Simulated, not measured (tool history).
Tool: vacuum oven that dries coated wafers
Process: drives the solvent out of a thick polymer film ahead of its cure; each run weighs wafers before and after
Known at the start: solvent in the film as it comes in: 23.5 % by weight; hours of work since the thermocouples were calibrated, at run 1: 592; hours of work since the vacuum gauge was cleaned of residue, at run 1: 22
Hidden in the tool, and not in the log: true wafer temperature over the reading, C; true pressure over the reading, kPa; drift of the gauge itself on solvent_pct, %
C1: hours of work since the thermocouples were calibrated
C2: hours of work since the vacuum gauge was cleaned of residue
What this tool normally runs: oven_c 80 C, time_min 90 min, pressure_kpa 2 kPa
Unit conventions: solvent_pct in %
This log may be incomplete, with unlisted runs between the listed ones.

{"run": 1, "hour": 0.0, "oven_c": 80, "time_min": 90, "pressure_kpa": 2, "C1": 592, "C2": 22, "solvent_pct": 3.13}
{"run": 2, "hour": 12.0, "oven_c": 86, "time_min": 90, "pressure_kpa": 2, "C1": 598, "C2": 28, "solvent_pct": 1.74}
{"run": 3, "hour": 22.3, "oven_c": 86, "time_min": 90, "pressure_kpa": 2, "C1": 603, "C2": 33, "solvent_pct": 1.82}
{"run": 4, "hour": 33.5, "oven_c": 86, "time_min": 90, "pressure_kpa": 2, "C1": 609, "C2": 39, "solvent_pct": 1.75}
{"run": 5, "hour": 49.4, "oven_c": 80, "time_min": 90, "pressure_kpa": 2, "C1": 617, "C2": 47, "solvent_pct": 3.22}
{"run": 6, "hour": 57.9, "oven_c": 80, "time_min": 90, "pressure_kpa": 2, "C1": 622, "C2": 52, "solvent_pct": 3.04}
{"run": 7, "hour": 70.2, "oven_c": 80, "time_min": 90, "pressure_kpa": 2, "C1": 628, "C2": 58, "solvent_pct": 3.08}
{"run": 8, "hour": 84.0, "oven_c": 94, "time_min": 46, "pressure_kpa": 4.71, "C1": 635, "C2": 65, "solvent_pct": 3.37}

For run 9, what comes out?
{"run": 9, "hour": 95.1, "oven_c": 94, "time_min": 46, "pressure_kpa": 4.71, "C1": 641, "C2": 71, "solvent_pct": "?"}

{"run 9": {"solvent_pct": 3.35}}
If the tool had no hidden condition, the same run with the same run-to-run variation would have returned solvent_pct 3.38 %.
